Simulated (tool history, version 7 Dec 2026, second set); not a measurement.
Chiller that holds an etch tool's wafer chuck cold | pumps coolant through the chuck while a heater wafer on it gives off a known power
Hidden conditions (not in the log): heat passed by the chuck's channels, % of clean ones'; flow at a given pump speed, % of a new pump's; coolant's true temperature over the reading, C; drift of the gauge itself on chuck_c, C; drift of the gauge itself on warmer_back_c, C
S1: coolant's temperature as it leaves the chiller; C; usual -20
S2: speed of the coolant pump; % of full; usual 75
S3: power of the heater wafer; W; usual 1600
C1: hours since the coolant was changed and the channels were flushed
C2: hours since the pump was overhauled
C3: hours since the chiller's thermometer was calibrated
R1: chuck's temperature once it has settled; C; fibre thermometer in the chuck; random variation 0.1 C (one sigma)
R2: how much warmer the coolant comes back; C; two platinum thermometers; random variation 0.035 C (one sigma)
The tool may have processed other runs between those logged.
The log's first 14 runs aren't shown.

Run 15, day 35.158: usual settings but S1 -10 C; C1 2948; C2 4153; C3 3514. Result: R1 8.3 C, R2 7.48 C.
Run 16, day 36.567: usual settings but S1 -10 C; C1 2982; C2 4187; C3 3548. Result: R1 8.4 C, R2 7.47 C.
At day 37.004: coolant changed, channels flushed.
Run 17, day 39.154: usual settings but S1 -10 C, S2 61 % of full; C1 52; C2 4243; C3 3604. Result: R1 9.6 C, R2 9.29 C.
Run 18, day 41.658: usual settings but S1 -10 C, S2 61 % of full; C1 112; C2 4303; C3 3664. Result: R1 9.6 C, R2 9.34 C.
Run 19, day 43.838: usual settings but S1 -12 C, S2 61 % of full, S3 909 W; C1 164; C2 4355; C3 3717. Result: R1 -1.1 C, R2 5.34 C.
Run 20, day 46.283: usual settings but S1 -16 C, S2 70 % of full, S3 1145 W; C1 223; C2 4414; C3 3775. Result: R1 -3.5 C, R2 5.81 C.
Run 21, day 47.804: usual settings but S1 -27 C; C1 259; C2 4451; C3 3812. Result: R1 -10.0 C, R2 7.58 C.
Run 22, day 50.646: usual settings but S1 -27 C; C1 327; C2 4519; C3 3880. Result: R1 -9.8 C, R2 7.55 C.
Run 23, day 52.612: usual settings but S1 -27 C, S2 91 % of full, S3 1300 W; C1 375; C2 4566; C3 3927. Result: R1 -15.1 C, R2 5.04 C.
Run 24, day 54.508: usual settings but S2 65 % of full, S3 867 W; C1 420; C2 4612; C3 3973. Result: R1 -9.9 C, R2 4.82 C.
Run 25, day 57.375: usual settings but S2 63 % of full, S3 1162 W; C1 489; C2 4680; C3 4042. Result: R1 -6.0 C, R2 6.60 C.
Run 26, day 59.771: usual settings but S2 63 % of full, S3 1162 W; C1 546; C2 4738; C3 4099. Result: R1 -6.2 C, R2 6.66 C.
Run 27, day 61.412: usual settings but S1 -14 C, S2 66 % of full; C1 586; C2 4777; C3 4139. Result: R1 4.9 C, R2 8.81 C.
At day 63.967: coolant pump overhauled.
Run 28, day 64.538: usual settings but S1 -15 C, S2 66 % of full, S3 982 W; C1 656; C2 14; C3 4208. Result: R1 -5.3 C, R2 4.40 C.
Run 29, day 67.596: usual settings but S1 -29 C, S2 86 % of full, S3 1371 W; C1 729; C2 87; C3 4282. Result: R1 -17.2 C, R2 4.72 C.
Run 30, day 70.088: usual settings but S1 -14 C, S2 63 % of full, S3 1125 W; C1 789; C2 147; C3 4342. Result: R1 -2.2 C, R2 5.33 C.
Run 31, day 72.375: usual settings but S1 -14 C, S2 63 % of full, S3 1125 W; C1 844; C2 202; C3 4397. Result: R1 -2.2 C, R2 5.34 C.
Run 32, day 74.138: usual settings but S1 -14 C, S2 63 % of full, S3 1125 W; C1 886; C2 244; C3 4439. Result: R1 -2.0 C, R2 5.37 C.

Branching from run 32: 4 alternative next runs. What would each branch give?
Run A, day 76.104: usual settings but S1 -16 C, S2 84 % of full, S3 1064 W; C1 933; C2 291; C3 4486. Result: R1 ?, R2 ?.
Run B, day 76.104: usual settings but S1 -27 C, S2 87 % of full, S3 1263 W; C1 933; C2 291; C3 4486. Result: R1 ?, R2 ?.
Run C, day 76.104: usual settings but S1 -16 C, S2 76 % of full, S3 873 W; C1 933; C2 291; C3 4486. Result: R1 ?, R2 ?.
Run D, day 76.104: usual settings but S1 -13 C, S2 94 % of full, S3 1125 W; C1 933; C2 291; C3 4486. Result: R1 ?, R2 ?.

run     R1    R2
  A   -6.9  3.81
  B  -16.1  4.32
  C   -8.1  3.48
  D   -4.1  3.53
The same runs, with their run-to-run variation unchanged, on a tool lacking any hidden condition would have given:
run     R1    R2
  A   -6.3  3.75
  B  -15.6  4.26
  C   -7.4  3.43
  D   -3.5  3.48
